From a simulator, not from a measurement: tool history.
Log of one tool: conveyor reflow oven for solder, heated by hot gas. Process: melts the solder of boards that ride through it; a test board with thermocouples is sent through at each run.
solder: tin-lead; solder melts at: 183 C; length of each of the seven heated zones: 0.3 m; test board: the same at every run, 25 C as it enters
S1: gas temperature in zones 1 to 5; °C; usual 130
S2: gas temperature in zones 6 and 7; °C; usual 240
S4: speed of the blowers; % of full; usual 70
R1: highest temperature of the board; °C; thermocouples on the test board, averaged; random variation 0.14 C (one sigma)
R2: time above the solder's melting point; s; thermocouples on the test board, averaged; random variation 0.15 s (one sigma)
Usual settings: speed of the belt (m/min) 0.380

run 1 hour=0.0 | S1=130 S2=240 speed_of_the_belt_(m/min)=0.380 S4=70 | R1=221.6 R2=71.3
run 2 hour=20.6 | S1=130 S2=240 speed_of_the_belt_(m/min)=0.380 S4=70 | R1=221.4 R2=71.4
run 3 hour=38.1 | S1=130 S2=239 speed_of_the_belt_(m/min)=0.380 S4=70 | R1=220.2 R2=70.5
run 4 hour=57.0 | S1=130 S2=239 speed_of_the_belt_(m/min)=0.380 S4=70 | R1=220.3 R2=70.5
run 5 hour=80.8 | S1=130 S2=240 speed_of_the_belt_(m/min)=0.380 S4=70 | R1=220.8 R2=71.1
run 6 hour=90.5 | S1=130 S2=240 speed_of_the_belt_(m/min)=0.380 S4=70 | R1=220.9 R2=70.9
run 7 hour=102.0 | S1=130 S2=240 speed_of_the_belt_(m/min)=0.380 S4=70 | R1=220.8 R2=71.0
run 8 hour=116.8 | S1=130 S2=240 speed_of_the_belt_(m/min)=0.380 S4=70 | R1=221.0 R2=71.0
-- hour=123.8 flux residue cleaned out of gas plates and filters
run 9 hour=137.7 | S1=130 S2=240 speed_of_the_belt_(m/min)=0.380 S4=70 | R1=223.8 R2=74.5
run 10 hour=160.0 | S1=130 S2=240 speed_of_the_belt_(m/min)=0.380 S4=70 | R1=224.0 R2=74.2
run 11 hour=178.8 | S1=130 S2=240 speed_of_the_belt_(m/min)=0.380 S4=70 | R1=223.7 R2=73.9
run 12 hour=188.8 | S1=130 S2=240 speed_of_the_belt_(m/min)=0.380 S4=70 | R1=223.7 R2=73.8
run 13 hour=208.9 | S1=130 S2=240 speed_of_the_belt_(m/min)=0.380 S4=70 | R1=223.6 R2=73.9
run 14 hour=220.0 | S1=130 S2=240 speed_of_the_belt_(m/min)=0.380 S4=70 | R1=223.5 R2=73.7
run 15 hour=236.3 | S1=130 S2=240 speed_of_the_belt_(m/min)=0.380 S4=70 | R1=223.4 R2=73.8
run 16 hour=250.5 | S1=130 S2=240 speed_of_the_belt_(m/min)=0.380 S4=70 | R1=223.3 R2=73.6
run 17 hour=273.9 | S1=126 S2=246 speed_of_the_belt_(m/min)=0.336 S4=70 | R1=232.0 R2=89.9
run 18 hour=290.1 | S1=128 S2=241 speed_of_the_belt_(m/min)=0.422 S4=81 | R1=221.6 R2=63.9
run 19 hour=312.9 | S1=131 S2=241 speed_of_the_belt_(m/min)=0.360 S4=81 | R1=227.5 R2=82.1
run 20 hour=330.5 | S1=131 S2=241 speed_of_the_belt_(m/min)=0.360 S4=81 | R1=227.3 R2=82.0
run 21 hour=344.5 | S1=130 S2=249 speed_of_the_belt_(m/min)=0.386 S4=70 | R1=230.1 R2=77.5
run 22 hour=357.9 | S1=123 S2=249 speed_of_the_belt_(m/min)=0.430 S4=70 | R1=224.1 R2=62.7
run 23 hour=370.2 | S1=124 S2=254 speed_of_the_belt_(m/min)=0.380 S4=70 | R1=234.0 R2=79.9
run 24 hour=382.3 | S1=117 S2=236 speed_of_the_belt_(m/min)=0.442 S4=75 | R1=211.1 R2=48.0
run 25 hour=394.1 | S1=117 S2=233 speed_of_the_belt_(m/min)=0.355 S4=75 | R1=217.5 R2=69.1
run 26 hour=416.8 | S1=121 S2=229 speed_of_the_belt_(m/min)=0.380 S4=61 | R1=209.8 R2=55.7
run 27 hour=435.1 | S1=121 S2=235 speed_of_the_belt_(m/min)=0.458 S4=70 | R1=208.6 R2=44.0
run 28 hour=451.6 | S1=121 S2=235 speed_of_the_belt_(m/min)=0.458 S4=70 | R1=208.4 R2=43.8
run 29 hour=463.8 | S1=121 S2=243 speed_of_the_belt_(m/min)=0.349 S4=70 | R1=226.3 R2=80.1
run 30 hour=477.2 | S1=121 S2=246 speed_of_the_belt_(m/min)=0.352 S4=70 | R1=228.7 R2=81.2

Forecast each of these 5 alternatives for the next run:
run A hour=495.0 | S1=121 S2=238 speed_of_the_belt_(m/min)=0.352 S4=70 | R1=? R2=?
run B hour=495.0 | S1=133 S2=240 speed_of_the_belt_(m/min)=0.435 S4=70 | R1=? R2=?
run C hour=495.0 | S1=121 S2=234 speed_of_the_belt_(m/min)=0.458 S4=70 | R1=? R2=?
run D hour=495.0 | S1=121 S2=230 speed_of_the_belt_(m/min)=0.396 S4=87 | R1=? R2=?
run E hour=495.0 | S1=130 S2=240 speed_of_the_belt_(m/min)=0.393 S4=70 | R1=? R2=?

run=A R1=221.5 R2=74.6
run=B R1=217.4 R2=59.7
run=C R1=207.4 R2=42.6
run=D R1=212.9 R2=57.7
run=E R1=220.7 R2=68.8
Without the tool's hidden state the same runs would have given:
run=A R1=223.2 R2=76.1
run=B R1=219.6 R2=61.5
run=C R1=210.0 R2=45.7
run=D R1=215.0 R2=60.3
run=E R1=222.6 R2=70.3
